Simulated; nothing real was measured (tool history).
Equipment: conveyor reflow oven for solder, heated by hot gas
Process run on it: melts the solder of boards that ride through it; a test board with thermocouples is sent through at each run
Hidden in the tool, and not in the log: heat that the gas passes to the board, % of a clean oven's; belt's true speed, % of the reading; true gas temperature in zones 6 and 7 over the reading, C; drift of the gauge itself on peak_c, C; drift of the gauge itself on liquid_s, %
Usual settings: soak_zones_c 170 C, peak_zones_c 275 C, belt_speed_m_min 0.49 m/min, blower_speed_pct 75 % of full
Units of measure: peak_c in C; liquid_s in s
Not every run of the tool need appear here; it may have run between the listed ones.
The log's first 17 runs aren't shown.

run   hour  soak_zones_c  peak_zones_c  belt_speed_m_min  blower_speed_pct  hours of work since the flux was cleaned out  hours of work since the belt drive was overhauled  hours of work since the thermocouples were changed  peak_c  liquid_s
 18    128           169           275             0.453                89                                           181                                                206                                                 580   264.2      66.6
 19  134.1           169           275             0.453                89                                           184                                                209                                                 583   264.3      66.2
 20  141.7           169           275             0.453                89                                           189                                                213                                                 587   265.2      66.8
 21    151           169           275             0.453                89                                           193                                                218                                                 592     265      66.8
 22  158.8           169           275             0.453                89                                           198                                                222                                                 596   264.1      66.8
 23  166.4           169           275             0.453                89                                           202                                                226                                                 600   264.3      66.1
 24  174.3           158           288              0.49                75                                           206                                                231                                                 604     270      60.5
 25  180.2           158           288              0.49                75                                           209                                                234                                                 608     269      60.7
 26  189.9           171           275             0.428                75                                           214                                                239                                                 613   264.4        71
 27  195.4           182           275             0.472                67                                           217                                                242                                                 616   261.3      65.5
 28  205.1           168           266              0.44                60                                           222                                                247                                                 621   252.5      59.7
 29  212.9           181           282             0.538                60                                           227                                                251                                                 625   261.4      56.6
 30  217.8           181           282             0.538                60                                           229                                                254                                                 628   261.2      57.1
 31  226.6           181           275              0.49                75                                           234                                                259                                                 632   262.4      63.5
 32  236.7           159           275              0.49                89                                           239                                                264                                                 638   261.1      56.5

Here are 3 independent what-if runs from the current tool condition. What would each one return?
  A  243.9           170           275             0.425                55                                           243                                                268                                                 641       ?         ?
  B  243.9           183           275             0.586                55                                           243                                                268                                                 641       ?         ?
  C  243.9           170           275             0.405                75                                           243                                                268                                                 641       ?         ?

run  peak_c  liquid_s
  A   260.2      67.8
  B   251.8      45.9
  C   265.6      75.2
With the hidden condition removed and each run's random variation left untouched, the same runs would have given:
run  peak_c  liquid_s
  A   259.8      67.6
  B   251.9      46.1
  C   265.1        75

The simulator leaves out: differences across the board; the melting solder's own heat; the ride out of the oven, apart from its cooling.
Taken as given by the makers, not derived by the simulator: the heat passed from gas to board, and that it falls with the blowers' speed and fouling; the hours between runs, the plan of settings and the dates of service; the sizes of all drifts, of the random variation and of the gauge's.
